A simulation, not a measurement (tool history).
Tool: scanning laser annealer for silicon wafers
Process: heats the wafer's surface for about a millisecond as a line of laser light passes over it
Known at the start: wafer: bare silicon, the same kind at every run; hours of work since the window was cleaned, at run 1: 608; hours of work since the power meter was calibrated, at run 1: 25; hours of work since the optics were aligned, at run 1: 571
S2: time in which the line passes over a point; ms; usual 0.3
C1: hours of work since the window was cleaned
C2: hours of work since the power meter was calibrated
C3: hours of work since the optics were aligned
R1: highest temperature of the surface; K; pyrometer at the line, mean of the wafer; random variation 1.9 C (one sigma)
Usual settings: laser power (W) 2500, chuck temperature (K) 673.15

{"run": 1, "day": 0.0, "laser power (W)": 2500, "S2": 0.3, "chuck temperature (K)": 673.15, "C1": 608, "C2": 25, "C3": 571, "R1": 1419.15}
{"run": 2, "day": 0.35, "laser power (W)": 2500, "S2": 0.3, "chuck temperature (K)": 673.15, "C1": 613, "C2": 29, "C3": 576, "R1": 1416.15}
{"run": 3, "day": 0.688, "laser power (W)": 2393, "S2": 0.3, "chuck temperature (K)": 673.15, "C1": 617, "C2": 34, "C3": 580, "R1": 1373.15}
{"run": 4, "day": 1.125, "laser power (W)": 2500, "S2": 0.3, "chuck temperature (K)": 709.15, "C1": 623, "C2": 40, "C3": 586, "R1": 1452.15}
{"run": 5, "day": 1.346, "laser power (W)": 2500, "S2": 0.3, "chuck temperature (K)": 709.15, "C1": 626, "C2": 43, "C3": 589, "R1": 1453.15}
{"run": 6, "day": 1.825, "laser power (W)": 2500, "S2": 0.3, "chuck temperature (K)": 709.15, "C1": 633, "C2": 49, "C3": 595, "R1": 1454.15}
{"run": 7, "day": 2.246, "laser power (W)": 2500, "S2": 0.303, "chuck temperature (K)": 709.15, "C1": 638, "C2": 55, "C3": 601, "R1": 1457.15}
{"run": 8, "day": 2.675, "laser power (W)": 2500, "S2": 0.303, "chuck temperature (K)": 709.15, "C1": 644, "C2": 61, "C3": 607, "R1": 1459.15}
{"run": 9, "day": 3.183, "laser power (W)": 2500, "S2": 0.3, "chuck temperature (K)": 673.15, "C1": 651, "C2": 67, "C3": 614, "R1": 1420.15}
{"run": 10, "day": 3.617, "laser power (W)": 2500, "S2": 0.3, "chuck temperature (K)": 673.15, "C1": 657, "C2": 73, "C3": 620, "R1": 1419.15}
{"run": 11, "day": 4.067, "laser power (W)": 2500, "S2": 0.3, "chuck temperature (K)": 697.15, "C1": 663, "C2": 79, "C3": 626, "R1": 1441.15}
{"day": 4.412, "done": "window over the wafer cleaned"}
{"run": 12, "day": 4.638, "laser power (W)": 2500, "S2": 0.3, "chuck temperature (K)": 691.15, "C1": 3, "C2": 86, "C3": 632, "R1": 1439.15}
{"run": 13, "day": 4.929, "laser power (W)": 2500, "S2": 0.3, "chuck temperature (K)": 673.15, "C1": 7, "C2": 90, "C3": 636, "R1": 1417.15}
{"run": 14, "day": 5.4, "laser power (W)": 2500, "S2": 0.3, "chuck temperature (K)": 687.15, "C1": 13, "C2": 96, "C3": 643, "R1": 1429.15}
{"run": 15, "day": 5.671, "laser power (W)": 2500, "S2": 0.3, "chuck temperature (K)": 687.15, "C1": 17, "C2": 100, "C3": 646, "R1": 1431.15}
{"run": 16, "day": 6.042, "laser power (W)": 2500, "S2": 0.214, "chuck temperature (K)": 673.15, "C1": 22, "C2": 105, "C3": 651, "R1": 1307.15}
{"run": 17, "day": 6.512, "laser power (W)": 2500, "S2": 0.214, "chuck temperature (K)": 673.15, "C1": 28, "C2": 111, "C3": 658, "R1": 1308.15}
{"run": 18, "day": 6.871, "laser power (W)": 2500, "S2": 0.214, "chuck temperature (K)": 673.15, "C1": 33, "C2": 116, "C3": 662, "R1": 1306.15}
{"run": 19, "day": 7.212, "laser power (W)": 2500, "S2": 0.3, "chuck temperature (K)": 673.15, "C1": 38, "C2": 121, "C3": 667, "R1": 1420.15}
{"run": 20, "day": 7.467, "laser power (W)": 2500, "S2": 0.35, "chuck temperature (K)": 673.15, "C1": 41, "C2": 124, "C3": 670, "R1": 1479.15}
{"run": 21, "day": 7.938, "laser power (W)": 2500, "S2": 0.35, "chuck temperature (K)": 673.15, "C1": 48, "C2": 130, "C3": 677, "R1": 1475.15}
{"run": 22, "day": 8.238, "laser power (W)": 2500, "S2": 0.35, "chuck temperature (K)": 673.15, "C1": 52, "C2": 134, "C3": 681, "R1": 1476.15}
{"run": 23, "day": 8.546, "laser power (W)": 2500, "S2": 0.35, "chuck temperature (K)": 673.15, "C1": 56, "C2": 139, "C3": 685, "R1": 1476.15}

Run 24 comes next. What will it give?
{"run": 24, "day": 8.8, "laser power (W)": 2244, "S2": 0.331, "chuck temperature (K)": 653.15, "C1": 59, "C2": 142, "C3": 688, "R1": "?"}

R1: 1330.15 K
Without the tool's hidden state the same run would have given R1 1330.15 K.
